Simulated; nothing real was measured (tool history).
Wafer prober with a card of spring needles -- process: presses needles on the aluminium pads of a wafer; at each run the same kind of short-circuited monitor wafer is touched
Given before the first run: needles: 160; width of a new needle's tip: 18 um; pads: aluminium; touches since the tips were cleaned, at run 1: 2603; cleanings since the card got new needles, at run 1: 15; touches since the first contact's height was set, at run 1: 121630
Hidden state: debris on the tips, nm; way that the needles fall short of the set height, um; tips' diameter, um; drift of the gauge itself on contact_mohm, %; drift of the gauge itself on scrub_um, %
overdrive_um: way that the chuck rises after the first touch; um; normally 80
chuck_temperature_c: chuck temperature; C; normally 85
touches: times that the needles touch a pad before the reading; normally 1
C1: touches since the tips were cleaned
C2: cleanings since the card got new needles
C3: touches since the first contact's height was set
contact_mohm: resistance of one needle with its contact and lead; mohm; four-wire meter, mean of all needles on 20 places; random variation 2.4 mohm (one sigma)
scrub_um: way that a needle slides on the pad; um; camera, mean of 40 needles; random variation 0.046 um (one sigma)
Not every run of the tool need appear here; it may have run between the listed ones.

{"run": 1, "hour": 0.0, "overdrive_um": 80, "chuck_temperature_c": 85, "touches": 1, "C1": 2603, "C2": 15, "C3": 121630, "contact_mohm": 294, "scrub_um": 16.6}
{"hour": 9.7, "done": "tips cleaned on abrasive film"}
{"run": 2, "hour": 20.7, "overdrive_um": 80, "chuck_temperature_c": 85, "touches": 1, "C1": 4829, "C2": 16, "C3": 130681, "contact_mohm": 295, "scrub_um": 16.55}
{"hour": 25.0, "done": "tips cleaned on abrasive film"}
{"run": 3, "hour": 35.0, "overdrive_um": 84, "chuck_temperature_c": 85, "touches": 1, "C1": 4383, "C2": 17, "C3": 136916, "contact_mohm": 292, "scrub_um": 17.39}
{"hour": 41.7, "done": "tips cleaned on abrasive film"}
{"run": 4, "hour": 51.3, "overdrive_um": 84, "chuck_temperature_c": 85, "touches": 1, "C1": 4178, "C2": 18, "C3": 144022, "contact_mohm": 293, "scrub_um": 17.29}
{"hour": 58.4, "done": "tips cleaned on abrasive film"}
{"run": 5, "hour": 72.1, "overdrive_um": 84, "chuck_temperature_c": 85, "touches": 1, "C1": 6002, "C2": 19, "C3": 153141, "contact_mohm": 291, "scrub_um": 17.3}
{"hour": 73.8, "done": "tips cleaned on abrasive film"}
{"hour": 74.1, "done": "height of the first contact set anew"}
{"run": 6, "hour": 85.8, "overdrive_um": 80, "chuck_temperature_c": 85, "touches": 1, "C1": 5132, "C2": 20, "C3": 5132, "contact_mohm": 296, "scrub_um": 16.21}
{"hour": 89.7, "done": "tips cleaned on abrasive film"}
{"run": 7, "hour": 97.3, "overdrive_um": 80, "chuck_temperature_c": 59, "touches": 1, "C1": 3330, "C2": 21, "C3": 10130, "contact_mohm": 287, "scrub_um": 16.28}
{"hour": 106.2, "done": "tips cleaned on abrasive film"}
{"run": 8, "hour": 113.8, "overdrive_um": 80, "chuck_temperature_c": 59, "touches": 1, "C1": 3350, "C2": 22, "C3": 17362, "contact_mohm": 288, "scrub_um": 16.21}
{"hour": 122.4, "done": "tips cleaned on abrasive film"}
{"run": 9, "hour": 137.2, "overdrive_um": 80, "chuck_temperature_c": 85, "touches": 2, "C1": 6475, "C2": 23, "C3": 27582, "contact_mohm": 290, "scrub_um": 16.2}
{"hour": 139.4, "done": "tips cleaned on abrasive film"}
{"hour": 156.2, "done": "tips cleaned on abrasive film"}
{"run": 10, "hour": 158.0, "overdrive_um": 80, "chuck_temperature_c": 85, "touches": 2, "C1": 778, "C2": 25, "C3": 36630, "contact_mohm": 280, "scrub_um": 16.16}
{"run": 11, "hour": 169.6, "overdrive_um": 93, "chuck_temperature_c": 53, "touches": 3, "C1": 5902, "C2": 25, "C3": 41754, "contact_mohm": 270, "scrub_um": 18.97}

Run 12 is up next; what results do you expect?
{"hour": 171.9, "done": "tips cleaned on abrasive film"}
{"run": 12, "hour": 185.0, "overdrive_um": 84, "chuck_temperature_c": 25, "touches": 2, "C1": 5740, "C2": 26, "C3": 48451, "contact_mohm": "?", "scrub_um": "?"}

contact_mohm: 272 mohm
scrub_um: 17.02 um
With the hidden condition absent and the run-to-run variation left alone, this run would have shown contact_mohm 257 mohm, scrub_um 17.71 um.

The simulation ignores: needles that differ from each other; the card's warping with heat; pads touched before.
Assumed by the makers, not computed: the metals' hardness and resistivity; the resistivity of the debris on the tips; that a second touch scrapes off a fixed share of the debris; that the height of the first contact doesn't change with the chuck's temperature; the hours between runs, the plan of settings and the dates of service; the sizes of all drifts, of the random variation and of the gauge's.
